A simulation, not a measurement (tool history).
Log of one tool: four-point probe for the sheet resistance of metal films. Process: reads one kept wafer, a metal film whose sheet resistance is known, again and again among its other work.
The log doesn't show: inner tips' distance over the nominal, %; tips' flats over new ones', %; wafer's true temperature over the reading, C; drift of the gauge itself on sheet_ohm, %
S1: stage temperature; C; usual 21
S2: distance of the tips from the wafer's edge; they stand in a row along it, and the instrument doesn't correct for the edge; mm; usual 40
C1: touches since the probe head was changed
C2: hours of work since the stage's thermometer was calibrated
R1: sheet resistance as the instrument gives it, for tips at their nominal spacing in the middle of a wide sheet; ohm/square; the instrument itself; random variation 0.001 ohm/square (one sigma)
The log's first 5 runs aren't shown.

run,hour,S1,S2,C1,C2,R1
6,59.8,21,15,7656,248,5.184442
7,69.2,21,15,7973,255,5.185922
8,84.5,21,15,8486,266,5.186388
9,93.8,21,15,8797,273,5.186472
10,103.8,21,15,9133,280,5.186394
11,117.8,21,15,9604,290,5.184532
12,130.8,21,15,10042,299,5.187538
13,143.8,21,12,10479,309,5.188699
14,158.0,21,12,10956,319,5.188094
15,167.8,21,12,11282,326,5.189961
# hour 169.2: stage's thermometer calibrated
16,181.7,26,40,11734,9,5.206526
17,193.2,26,7,12121,17,5.227831
# hour 195.3: stage's thermometer calibrated, once more
18,201.4,26,7,12379,4,5.229481
19,212.1,26,7,12737,12,5.232336
20,221.4,21,40,13049,19,5.182930
21,230.7,21,40,13363,26,5.184229
22,240.3,21,40,13685,32,5.183042
23,251.0,34,12,14044,40,5.253244
24,267.8,26,5,14608,52,5.253724
25,284.1,26,5,15155,64,5.251424
26,300.6,20,7,15712,76,5.202221

The next listed run, before its measurement:
27,313.0,32,43,16127,85,?

{"run 27": {"R1": 5.236489}}
Without the tool's hidden state the same run would have given R1 5.240848 ohm/square.
